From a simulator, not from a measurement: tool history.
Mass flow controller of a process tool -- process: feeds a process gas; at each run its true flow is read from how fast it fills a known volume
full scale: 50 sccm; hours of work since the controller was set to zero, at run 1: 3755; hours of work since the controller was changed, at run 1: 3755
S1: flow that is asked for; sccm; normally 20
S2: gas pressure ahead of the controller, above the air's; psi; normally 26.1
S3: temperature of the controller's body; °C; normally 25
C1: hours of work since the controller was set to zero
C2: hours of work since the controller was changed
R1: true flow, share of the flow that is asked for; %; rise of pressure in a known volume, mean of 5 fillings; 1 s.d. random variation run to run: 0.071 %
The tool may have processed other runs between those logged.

run	hour	S1	S2	S3	C1	C2	R1
1	0.0	20	26.1	25	3755	3755	99.83
2	89.9	20	26.1	25	3797	3797	99.89
3	153.4	20	26.1	25	3827	3827	99.73
4	230.0	20	30.2	25	3862	3862	99.85
5	320.9	20	30.0	25	3905	3905	99.71
6	391.2	20	30.0	25	3938	3938	99.79
7	453.3	26	27.8	25	3967	3967	99.87

Estimate the outcome of run 8 from the log above:
8	537.2	26	27.1	32	4006	4006	?

Run 8 yielded R1 99.23 %.
Without the tool's hidden state the same run would have given R1 99.20 %.

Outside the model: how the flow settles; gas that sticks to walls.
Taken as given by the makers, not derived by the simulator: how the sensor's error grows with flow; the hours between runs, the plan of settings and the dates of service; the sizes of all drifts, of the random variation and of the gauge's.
